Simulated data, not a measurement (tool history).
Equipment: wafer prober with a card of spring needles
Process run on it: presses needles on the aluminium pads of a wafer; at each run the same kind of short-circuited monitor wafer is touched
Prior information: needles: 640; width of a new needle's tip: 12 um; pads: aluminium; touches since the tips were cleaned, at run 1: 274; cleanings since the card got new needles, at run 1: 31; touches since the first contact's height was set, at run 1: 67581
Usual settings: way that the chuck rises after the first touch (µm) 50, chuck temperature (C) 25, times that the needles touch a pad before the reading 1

run,hour,way that the chuck rises after the first touch (µm),chuck temperature (C),times that the needles touch a pad before the reading,touches since the tips were cleaned,cleanings since the card got new needles,touches since the first contact's height was set,resistance of one needle with its contact and lead (mohm),way that a needle slides on the pad (µm)
1,0.0,50,25,1,274,31,67581,173,8.25
2,4.9,50,25,1,1600,31,68907,269,8.32
# hour 6.1: tips cleaned on abrasive film
3,11.7,50,25,1,1546,32,70761,256,8.33
# hour 13.8: tips cleaned on abrasive film
# hour 20.8: tips cleaned on abrasive film
4,20.9,50,25,1,36,34,73221,152,8.33
# hour 28.0: tips cleaned on abrasive film
5,32.6,50,25,1,1262,35,76373,253,8.30
# hour 33.9: height of the first contact set anew
# hour 35.8: tips cleaned on abrasive film
6,41.9,50,44,1,1672,36,2161,256,8.80
# hour 42.8: tips cleaned on abrasive film
# hour 50.0: tips cleaned on abrasive film
7,50.8,50,100,1,229,38,4547,171,8.77
# hour 57.5: tips cleaned on abrasive film
8,58.8,50,100,1,363,39,6701,181,8.72
# hour 64.7: tips cleaned on abrasive film
9,67.5,38,100,1,760,40,9048,256,6.52
# hour 72.3: tips cleaned on abrasive film
10,77.1,38,100,1,1322,41,11642,294,6.62
# hour 79.2: tips cleaned on abrasive film
11,83.1,38,100,1,1067,42,13257,291,6.54
# hour 86.8: tips cleaned on abrasive film
12,93.0,38,100,1,1679,43,15921,326,6.52
# hour 94.0: tips cleaned on abrasive film
13,98.9,32,100,1,1342,44,17513,367,5.41
# hour 101.3: tips cleaned on abrasive film
# hour 108.3: tips cleaned on abrasive film
14,109.9,32,100,1,442,46,20475,254,5.37
# hour 115.2: tips cleaned on abrasive film
15,115.2,32,100,1,0,47,21895,165,5.35
# hour 122.5: tips cleaned on abrasive film
16,127.0,32,100,1,1230,48,25089,370,5.36
# hour 129.5: tips cleaned on abrasive film
17,133.4,50,62,1,1079,49,26808,233,8.71
# hour 136.7: tips cleaned on abrasive film
# hour 144.0: tips cleaned on abrasive film
18,144.9,48,119,3,241,51,29877,156,8.15
# hour 150.9: tips cleaned on abrasive film
19,155.5,50,25,2,1245,52,32758,194,8.46
# hour 158.2: tips cleaned on abrasive film
20,160.9,36,91,1,722,53,34193,270,6.03
# hour 165.6: tips cleaned on abrasive film
21,166.9,32,32,2,354,54,35822,198,5.38
# hour 172.8: tips cleaned on abrasive film
22,174.1,32,32,2,341,55,37748,189,5.24
# hour 180.0: tips cleaned on abrasive film
23,180.9,32,32,2,244,56,39591,185,5.24
# hour 187.3: tips cleaned on abrasive film
24,189.2,32,32,2,535,57,41833,216,5.29
# hour 194.2: tips cleaned on abrasive film
25,195.7,32,32,2,403,58,43581,215,5.22
# hour 201.3: tips cleaned on abrasive film
26,206.5,47,96,1,1417,59,46499,273,7.89
# hour 208.3: tips cleaned on abrasive film
# hour 215.7: tips cleaned on abrasive film
27,216.1,62,32,1,103,61,49069,146,10.53
# hour 223.3: tips cleaned on abrasive film
28,226.3,33,48,1,831,62,51826,338,5.40
# hour 230.2: tips cleaned on abrasive film
# hour 237.3: tips cleaned on abrasive film
29,237.3,55,28,1,0,64,54775,142,9.18
30,242.2,49,28,1,1345,64,56120,270,8.00
# hour 244.8: tips cleaned on abrasive film
31,250.0,49,28,2,1421,65,58210,214,8.04
# hour 251.7: tips cleaned on abrasive film
# hour 259.3: tips cleaned on abrasive film
32,259.7,49,28,2,102,67,60805,147,8.25

Predict each of these 3 candidate next runs independently; none follows another, all start after run 32:
# hour 266.4: tips cleaned on abrasive film
A,269.6,50,25,2,856,68,63480,?,?
# hour 266.4: tips cleaned on abrasive film
B,269.6,49,28,2,856,68,63480,?,?
# hour 266.4: tips cleaned on abrasive film
C,269.6,32,42,2,856,68,63480,?,?

run,resistance of one needle with its contact and lead (mohm),way that a needle slides on the pad (µm)
A,187,8.26
B,192,8.08
C,273,5.13
Had the tool no hidden state, the same runs would have come out as:
run,resistance of one needle with its contact and lead (mohm),way that a needle slides on the pad (µm)
A,127,8.75
B,130,8.57
C,137,5.63
